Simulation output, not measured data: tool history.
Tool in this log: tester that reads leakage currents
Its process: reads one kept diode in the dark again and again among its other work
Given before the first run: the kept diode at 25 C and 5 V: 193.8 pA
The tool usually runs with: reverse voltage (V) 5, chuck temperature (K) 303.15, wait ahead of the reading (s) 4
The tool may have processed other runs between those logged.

| run | hour | reverse voltage (V) | chuck temperature (K) | wait ahead of the reading (s) | current that the tester gives (pA) |
|---|---|---|---|---|---|
| 1 | 0 | 5 | 303.15 | 4 | 305.94 |
| 2 | 18.8 | 5 | 303.15 | 4 | 303.87 |
| 3 | 41.7 | 5 | 303.15 | 4 | 306.45 |
| 4 | 56.1 | 5 | 319.15 | 4 | 1173.88 |
| 5 | 75 | 5 | 303.15 | 4 | 303.54 |
| 6 | 93.2 | 5 | 303.15 | 4 | 306.3 |
| 7 | 111.8 | 5 | 303.15 | 4 | 303.23 |
| 8 | 142.2 | 5 | 303.15 | 4 | 305.55 |
| 9 | 174.1 | 5 | 303.15 | 4 | 304.48 |
| 10 | 188.8 | 5 | 303.15 | 4 | 304.78 |
| 11 | 211.9 | 5 | 303.15 | 1.65 | 304.31 |
| 12 | 229.5 | 5 | 303.15 | 1.65 | 305.52 |
| 13 | 252.8 | 16.77 | 303.15 | 4 | 531.41 |
| 14 | 284.3 | 5 | 303.15 | 4 | 304.91 |
| 15 | 310.9 | 5 | 303.15 | 4 | 306.34 |
| 16 | 329.4 | 5 | 303.15 | 4 | 306.2 |
| 17 | 358.3 | 5 | 303.15 | 4 | 305.54 |
| 18 | 381 | 5 | 303.15 | 4 | 305.64 |
| 19 | 411.6 | 5 | 303.15 | 4 | 305.92 |
| 20 | 429.1 | 5 | 303.15 | 4 | 304.06 |
| 21 | 445 | 3.38 | 303.15 | 4 | 255.49 |
| 22 | 460.7 | 6.78 | 311.15 | 6.09 | 699.4 |
| 23 | 480.2 | 6.78 | 311.15 | 6.09 | 698.99 |
| 24 | 501.2 | 6.78 | 311.15 | 6.09 | 700.21 |
| 25 | 532.4 | 5 | 302.15 | 0.54 | 281.27 |
| 26 | 549.1 | 1.81 | 321.15 | 0.54 | 865.36 |
| 27 | 574.6 | 1.81 | 321.15 | 0.54 | 862.67 |
| 28 | 594.1 | 1.37 | 303.15 | 8.13 | 169.22 |
| 29 | 620.8 | 10.44 | 298.15 | 1.93 | 273.3 |
| 30 | 650.5 | 10.44 | 298.15 | 1.93 | 273.37 |
| 31 | 677.4 | 5.6 | 296.15 | 0.87 | 171.68 |
| 32 | 701.9 | 5.6 | 296.15 | 0.87 | 171.68 |
| 33 | 728.1 | 1.76 | 307.15 | 0.41 | 268.8 |

Run 34 has not been measured yet. What should we expect?
| 34 | 747.1 | 11.9 | 322.15 | 0.9 | ? |

current that the tester gives (pA): 2212.99
Were there no unlogged condition in the tool, this run, its random variation unchanged, would have produced current that the tester gives (pA) 2210.92.
